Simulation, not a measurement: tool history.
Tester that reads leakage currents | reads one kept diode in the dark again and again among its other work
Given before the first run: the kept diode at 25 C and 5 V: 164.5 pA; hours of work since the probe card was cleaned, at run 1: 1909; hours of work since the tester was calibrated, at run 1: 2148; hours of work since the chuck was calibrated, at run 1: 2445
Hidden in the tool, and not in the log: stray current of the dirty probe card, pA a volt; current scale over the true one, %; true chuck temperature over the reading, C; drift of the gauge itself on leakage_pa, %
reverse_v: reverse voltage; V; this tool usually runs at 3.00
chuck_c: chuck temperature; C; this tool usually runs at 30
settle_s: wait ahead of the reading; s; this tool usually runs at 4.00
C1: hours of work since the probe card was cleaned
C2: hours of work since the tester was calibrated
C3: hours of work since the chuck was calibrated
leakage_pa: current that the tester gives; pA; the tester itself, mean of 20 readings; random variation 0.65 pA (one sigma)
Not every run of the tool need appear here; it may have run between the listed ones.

run 1 day=0.000 | reverse_v=3.00 chuck_c=30 settle_s=4.00 | C1=1909 C2=2148 C3=2445 | leakage_pa=189.27
-- day=3.467 chuck's temperature calibrated
run 2 day=6.688 | reverse_v=3.00 chuck_c=30 settle_s=4.00 | C1=2031 C2=2271 C3=60 | leakage_pa=174.23
run 3 day=12.333 | reverse_v=3.00 chuck_c=30 settle_s=4.00 | C1=2136 C2=2375 C3=164 | leakage_pa=173.60
run 4 day=23.958 | reverse_v=3.00 chuck_c=45 settle_s=4.00 | C1=2351 C2=2591 C3=380 | leakage_pa=606.69
run 5 day=30.825 | reverse_v=3.00 chuck_c=30 settle_s=4.00 | C1=2479 C2=2718 C3=507 | leakage_pa=171.02
run 6 day=37.833 | reverse_v=3.00 chuck_c=30 settle_s=4.00 | C1=2609 C2=2848 C3=637 | leakage_pa=170.21
-- day=44.554 tester calibrated
run 7 day=48.779 | reverse_v=3.00 chuck_c=30 settle_s=4.00 | C1=2810 C2=78 C3=839 | leakage_pa=167.16
-- day=51.400 chuck's temperature calibrated, once more
run 8 day=54.350 | reverse_v=18.47 chuck_c=30 settle_s=4.00 | C1=2912 C2=180 C3=55 | leakage_pa=437.96
-- day=60.829 probe card cleaned and baked
run 9 day=66.258 | reverse_v=18.47 chuck_c=30 settle_s=4.00 | C1=101 C2=399 C3=273 | leakage_pa=400.78
run 10 day=71.200 | reverse_v=18.47 chuck_c=30 settle_s=4.00 | C1=192 C2=490 C3=365 | leakage_pa=399.19
run 11 day=76.162 | reverse_v=18.47 chuck_c=30 settle_s=4.00 | C1=284 C2=582 C3=457 | leakage_pa=397.66
run 12 day=84.192 | reverse_v=3.65 chuck_c=30 settle_s=4.00 | C1=433 C2=731 C3=606 | leakage_pa=221.84
run 13 day=95.275 | reverse_v=8.37 chuck_c=30 settle_s=4.00 | C1=639 C2=937 C3=811 | leakage_pa=295.98
run 14 day=103.983 | reverse_v=4.78 chuck_c=30 settle_s=4.00 | C1=800 C2=1098 C3=973 | leakage_pa=240.46
run 15 day=111.483 | reverse_v=4.78 chuck_c=30 settle_s=4.00 | C1=939 C2=1237 C3=1112 | leakage_pa=239.53
run 16 day=119.512 | reverse_v=4.78 chuck_c=30 settle_s=4.00 | C1=1088 C2=1386 C3=1261 | leakage_pa=237.80
run 17 day=129.904 | reverse_v=3.00 chuck_c=30 settle_s=4.00 | C1=1281 C2=1579 C3=1454 | leakage_pa=199.43
run 18 day=137.217 | reverse_v=3.00 chuck_c=23 settle_s=4.00 | C1=1417 C2=1715 C3=1589 | leakage_pa=107.05
run 19 day=148.692 | reverse_v=3.00 chuck_c=51 settle_s=4.00 | C1=1629 C2=1927 C3=1802 | leakage_pa=1102.78
run 20 day=155.879 | reverse_v=1.15 chuck_c=33 settle_s=2.99 | C1=1763 C2=2061 C3=1935 | leakage_pa=179.44
run 21 day=161.704 | reverse_v=1.64 chuck_c=33 settle_s=2.99 | C1=1871 C2=2169 C3=2043 | leakage_pa=202.13
run 22 day=171.733 | reverse_v=1.64 chuck_c=53 settle_s=9.87 | C1=2057 C2=2355 C3=2229 | leakage_pa=1015.93
run 23 day=183.750 | reverse_v=13.12 chuck_c=27 settle_s=4.32 | C1=2280 C2=2578 C3=2452 | leakage_pa=259.10
-- day=187.075 chuck's temperature calibrated
run 24 day=195.362 | reverse_v=15.97 chuck_c=27 settle_s=4.32 | C1=2493 C2=2791 C3=154 | leakage_pa=327.54
-- day=205.158 tester calibrated
run 25 day=205.158 | reverse_v=3.00 chuck_c=38 settle_s=4.00 | C1=2673 C2=0 C3=334 | leakage_pa=429.46
run 26 day=213.821 | reverse_v=3.00 chuck_c=36 settle_s=0.57 | C1=2834 C2=161 C3=494 | leakage_pa=361.74
run 27 day=220.458 | reverse_v=3.00 chuck_c=36 settle_s=0.49 | C1=2957 C2=284 C3=618 | leakage_pa=358.14
-- day=224.479 probe card cleaned and baked
run 28 day=230.829 | reverse_v=3.00 chuck_c=36 settle_s=0.49 | C1=118 C2=474 C3=808 | leakage_pa=350.51
run 29 day=236.458 | reverse_v=3.03 chuck_c=23 settle_s=2.23 | C1=222 C2=578 C3=912 | leakage_pa=111.36
run 30 day=246.304 | reverse_v=5.55 chuck_c=53 settle_s=6.81 | C1=405 C2=761 C3=1095 | leakage_pa=1670.77
run 31 day=257.529 | reverse_v=5.55 chuck_c=53 settle_s=6.81 | C1=613 C2=969 C3=1303 | leakage_pa=1668.36
run 32 day=268.900 | reverse_v=4.80 chuck_c=40 settle_s=1.58 | C1=824 C2=1180 C3=1514 | leakage_pa=557.87
run 33 day=278.062 | reverse_v=4.80 chuck_c=40 settle_s=1.58 | C1=994 C2=1350 C3=1683 | leakage_pa=554.43
run 34 day=286.483 | reverse_v=1.07 chuck_c=30 settle_s=4.00 | C1=1150 C2=1506 C3=1840 | leakage_pa=137.59
run 35 day=293.325 | reverse_v=1.07 chuck_c=25 settle_s=1.30 | C1=1277 C2=1633 C3=1967 | leakage_pa=87.38
run 36 day=303.667 | reverse_v=5.73 chuck_c=55 settle_s=2.02 | C1=1469 C2=1825 C3=2158 | leakage_pa=1881.50
run 37 day=314.979 | reverse_v=5.73 chuck_c=55 settle_s=2.02 | C1=1678 C2=2034 C3=2368 | leakage_pa=1851.15
-- day=322.642 chuck's temperature calibrated
run 38 day=323.300 | reverse_v=5.73 chuck_c=55 settle_s=2.02 | C1=1831 C2=2187 C3=12 | leakage_pa=2069.59

5 options for the next run, each taken on its own from the tool as it stands now. Forecast them:
run A day=335.004 | reverse_v=10.85 chuck_c=30 settle_s=0.41 | C1=2048 C2=2404 C3=229 | leakage_pa=?
run B day=335.004 | reverse_v=9.62 chuck_c=30 settle_s=5.91 | C1=2048 C2=2404 C3=229 | leakage_pa=?
run C day=335.004 | reverse_v=3.00 chuck_c=22 settle_s=0.48 | C1=2048 C2=2404 C3=229 | leakage_pa=?
run D day=335.004 | reverse_v=1.16 chuck_c=26 settle_s=1.22 | C1=2048 C2=2404 C3=229 | leakage_pa=?
run E day=335.004 | reverse_v=14.43 chuck_c=28 settle_s=7.42 | C1=2048 C2=2404 C3=229 | leakage_pa=?

run=A leakage_pa=355.95
run=B leakage_pa=337.21
run=C leakage_pa=108.51
run=D leakage_pa=109.55
run=E leakage_pa=332.86
Take away the tool's hidden state, keep each run's random variation, and the runs would have read:
run=A leakage_pa=341.86
run=B leakage_pa=324.85
run=C leakage_pa=104.76
run=D leakage_pa=108.43
run=E leakage_pa=313.55

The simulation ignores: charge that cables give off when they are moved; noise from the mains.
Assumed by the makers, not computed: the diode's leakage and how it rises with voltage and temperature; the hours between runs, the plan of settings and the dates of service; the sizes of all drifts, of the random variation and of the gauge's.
